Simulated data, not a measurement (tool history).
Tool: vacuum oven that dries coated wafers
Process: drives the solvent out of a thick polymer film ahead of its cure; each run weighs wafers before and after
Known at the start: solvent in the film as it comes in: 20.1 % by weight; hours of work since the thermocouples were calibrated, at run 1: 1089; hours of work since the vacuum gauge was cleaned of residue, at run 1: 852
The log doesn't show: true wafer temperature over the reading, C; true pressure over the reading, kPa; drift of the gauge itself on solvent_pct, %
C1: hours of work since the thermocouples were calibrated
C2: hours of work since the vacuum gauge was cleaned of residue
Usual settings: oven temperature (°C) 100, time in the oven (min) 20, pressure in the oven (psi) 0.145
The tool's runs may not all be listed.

Run 1, hour 0.0: usual settings; C1 1089; C2 852. Result: solvent left in the film (%) 1.73.
Run 2, hour 69.7: usual settings; C1 1141; C2 905. Result: solvent left in the film (%) 1.71.
Run 3, hour 147.2: usual settings but oven temperature (°C) 94; C1 1199; C2 962. Result: solvent left in the film (%) 3.23.
Run 4, hour 222.2: usual settings but oven temperature (°C) 94; C1 1255; C2 1019. Result: solvent left in the film (%) 3.29.
Run 5, hour 264.2: usual settings but pressure in the oven (psi) 0.126; C1 1286; C2 1050. Result: solvent left in the film (%) 1.70.
Run 6, hour 320.8: usual settings; C1 1329; C2 1092. Result: solvent left in the film (%) 1.83.
Run 7, hour 390.1: usual settings; C1 1381; C2 1144. Result: solvent left in the film (%) 1.84.
Run 8, hour 430.0: usual settings; C1 1410; C2 1174. Result: solvent left in the film (%) 1.82.
Run 9, hour 490.3: usual settings; C1 1455; C2 1219. Result: solvent left in the film (%) 1.80.
Run 10, hour 535.1: usual settings; C1 1489; C2 1253. Result: solvent left in the film (%) 1.89.
Run 11, hour 584.4: usual settings but oven temperature (°C) 91; C1 1526; C2 1289. Result: solvent left in the film (%) 4.37.
Run 12, hour 640.5: usual settings but oven temperature (°C) 91; C1 1568; C2 1331. Result: solvent left in the film (%) 4.43.
Run 13, hour 696.7: usual settings but oven temperature (°C) 91; C1 1610; C2 1373. Result: solvent left in the film (%) 4.43.
Run 14, hour 750.7: usual settings; C1 1650; C2 1414. Result: solvent left in the film (%) 2.04.
Run 15, hour 796.1: usual settings; C1 1684; C2 1448. Result: solvent left in the film (%) 2.00.
At hour 821.7: oven's thermocouples calibrated.
Run 16, hour 848.2: usual settings but oven temperature (°C) 91; C1 20; C2 1485. Result: solvent left in the film (%) 3.88.
Run 17, hour 921.1: usual settings but oven temperature (°C) 91; C1 74; C2 1540. Result: solvent left in the film (%) 3.87.
Run 18, hour 990.8: usual settings but pressure in the oven (psi) 0.083; C1 126; C2 1592. Result: solvent left in the film (%) 1.48.
At hour 997.5: vacuum gauge cleaned of residue and calibrated.
Run 19, hour 1037.7: usual settings but oven temperature (°C) 101, pressure in the oven (psi) 0.322; C1 160; C2 30. Result: solvent left in the film (%) 2.26.
Run 20, hour 1102.1: usual settings but oven temperature (°C) 109, time in the oven (min) 14; C1 209; C2 78. Result: solvent left in the film (%) 1.11.
Run 21, hour 1136.2: usual settings but oven temperature (°C) 109, time in the oven (min) 14; C1 234; C2 104. Result: solvent left in the film (%) 1.27.
Run 22, hour 1172.3: usual settings but oven temperature (°C) 105, time in the oven (min) 10, pressure in the oven (psi) 0.084; C1 261; C2 131. Result: solvent left in the film (%) 2.76.
Run 23, hour 1240.7: usual settings but oven temperature (°C) 110, pressure in the oven (psi) 0.347; C1 312; C2 182. Result: solvent left in the film (%) 1.32.
Run 24, hour 1285.3: usual settings but oven temperature (°C) 110, pressure in the oven (psi) 0.104; C1 345; C2 215. Result: solvent left in the film (%) 0.70.
Run 25, hour 1341.5: usual settings but oven temperature (°C) 86, time in the oven (min) 33, pressure in the oven (psi) 0.284; C1 388; C2 257. Result: solvent left in the film (%) 4.53.
Run 26, hour 1381.2: usual settings but pressure in the oven (psi) 0.455; C1 417; C2 287. Result: solvent left in the film (%) 3.00.
Run 27, hour 1437.5: usual settings but time in the oven (min) 17, pressure in the oven (psi) 0.087; C1 459; C2 329. Result: solvent left in the film (%) 2.15.
At hour 1446.2: vacuum gauge cleaned of residue and calibrated, once more.
Run 28, hour 1514.5: usual settings but oven temperature (°C) 115, pressure in the oven (psi) 0.138; C1 516; C2 51. Result: solvent left in the film (%) 0.35.
Run 29, hour 1577.8: usual settings but oven temperature (°C) 95, time in the oven (min) 29, pressure in the oven (psi) 0.138; C1 563; C2 98. Result: solvent left in the film (%) 1.35.
Run 30, hour 1655.5: usual settings but oven temperature (°C) 95, time in the oven (min) 29, pressure in the oven (psi) 0.574; C1 621; C2 156. Result: solvent left in the film (%) 3.25.
Run 31, hour 1719.7: usual settings but oven temperature (°C) 93, time in the oven (min) 13, pressure in the oven (psi) 0.075; C1 669; C2 204. Result: solvent left in the film (%) 5.05.

4 ways to go on from here, each from the tool as it stands after run 31. What would each give?
Run A, hour 1778.5: usual settings but oven temperature (°C) 98, time in the oven (min) 17, pressure in the oven (psi) 0.413; C1 713; C2 248. Result: solvent left in the film (%) ?.
Run B, hour 1778.5: usual settings but oven temperature (°C) 108, time in the oven (min) 13, pressure in the oven (psi) 0.099; C1 713; C2 248. Result: solvent left in the film (%) ?.
Run C, hour 1778.5: usual settings but oven temperature (°C) 92, time in the oven (min) 13, pressure in the oven (psi) 0.315; C1 713; C2 248. Result: solvent left in the film (%) ?.
Run D, hour 1778.5: usual settings but oven temperature (°C) 87, time in the oven (min) 12, pressure in the oven (psi) 0.106; C1 713; C2 248. Result: solvent left in the film (%) ?.

run  solvent left in the film (%)
  A                          3.42
  B                          1.10
  C                          6.33
  D                          7.98
Without the tool's hidden state the same runs would have given:
run  solvent left in the film (%)
  A                          3.14
  B                          0.94
  C                          5.95
  D                          7.60
